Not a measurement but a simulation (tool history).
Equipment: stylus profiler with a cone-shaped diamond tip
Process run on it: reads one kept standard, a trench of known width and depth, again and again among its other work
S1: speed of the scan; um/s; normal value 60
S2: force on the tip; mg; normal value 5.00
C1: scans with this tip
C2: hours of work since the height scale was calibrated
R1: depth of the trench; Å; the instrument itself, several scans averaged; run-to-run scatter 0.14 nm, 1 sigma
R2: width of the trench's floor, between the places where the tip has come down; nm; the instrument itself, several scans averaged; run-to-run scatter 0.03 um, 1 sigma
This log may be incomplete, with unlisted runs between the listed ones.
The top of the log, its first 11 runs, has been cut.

run 12 hour=1073.1 | S1=60 S2=5.00 | C1=14012 C2=1500 | R1=5117.2 R2=94480
run 13 hour=1144.7 | S1=60 S2=5.00 | C1=14460 C2=1548 | R1=5119.4 R2=94410
run 14 hour=1203.4 | S1=60 S2=5.00 | C1=14828 C2=1587 | R1=5119.0 R2=94430
run 15 hour=1286.1 | S1=60 S2=5.00 | C1=15345 C2=1643 | R1=5120.9 R2=94370
run 16 hour=1356.0 | S1=60 S2=5.00 | C1=15782 C2=1690 | R1=5122.1 R2=94340
run 17 hour=1464.1 | S1=60 S2=5.00 | C1=16458 C2=1762 | R1=5121.2 R2=94260
run 18 hour=1543.1 | S1=38 S2=14.63 | C1=16952 C2=1815 | R1=5229.2 R2=94400
run 19 hour=1659.8 | S1=33 S2=1.82 | C1=17683 C2=1893 | R1=5072.8 R2=94320
run 20 hour=1799.0 | S1=215 S2=5.00 | C1=18553 C2=1986 | R1=5125.3 R2=93680
-- hour=1812.5 height scale calibrated on a step standard
run 21 hour=1876.8 | S1=215 S2=5.00 | C1=19037 C2=43 | R1=5143.1 R2=93560
run 22 hour=1966.4 | S1=22 S2=3.53 | C1=19597 C2=103 | R1=5121.4 R2=94260
run 23 hour=2098.1 | S1=168 S2=3.80 | C1=20421 C2=191 | R1=5127.3 R2=93630
run 24 hour=2172.2 | S1=168 S2=3.80 | C1=20885 C2=241 | R1=5125.8 R2=93590
run 25 hour=2270.1 | S1=25 S2=6.87 | C1=21497 C2=306 | R1=5166.2 R2=94200
-- hour=2363.4 height scale calibrated on a step standard, once more
run 26 hour=2370.7 | S1=25 S2=6.87 | C1=22123 C2=5 | R1=5124.2 R2=94150
run 27 hour=2437.7 | S1=162 S2=3.60 | C1=22542 C2=50 | R1=5078.9 R2=93520
run 28 hour=2573.7 | S1=102 S2=6.15 | C1=23393 C2=141 | R1=5115.4 R2=93810
run 29 hour=2666.5 | S1=102 S2=2.65 | C1=23973 C2=203 | R1=5068.3 R2=93580
run 30 hour=2736.0 | S1=163 S2=6.47 | C1=24409 C2=250 | R1=5121.6 R2=93600
run 31 hour=2849.8 | S1=163 S2=6.47 | C1=25120 C2=326 | R1=5121.4 R2=93550
run 32 hour=2975.5 | S1=163 S2=6.47 | C1=25906 C2=410 | R1=5124.8 R2=93470

3 ways to go on from here, each from the tool as it stands after run 32. What would each give?
run A hour=3113.0 | S1=39 S2=3.08 | C1=26766 C2=502 | R1=? R2=?
run B hour=3113.0 | S1=142 S2=5.00 | C1=26766 C2=502 | R1=? R2=?
run C hour=3113.0 | S1=60 S2=4.69 | C1=26766 C2=502 | R1=? R2=?

run=A R1=5077.4 R2=93750
run=B R1=5107.3 R2=93430
run=C R1=5103.1 R2=93720
What these runs would have given with no unlogged condition in the tool:
run=A R1=5070.6 R2=95420
run=B R1=5100.5 R2=95110
run=C R1=5096.2 R2=95400

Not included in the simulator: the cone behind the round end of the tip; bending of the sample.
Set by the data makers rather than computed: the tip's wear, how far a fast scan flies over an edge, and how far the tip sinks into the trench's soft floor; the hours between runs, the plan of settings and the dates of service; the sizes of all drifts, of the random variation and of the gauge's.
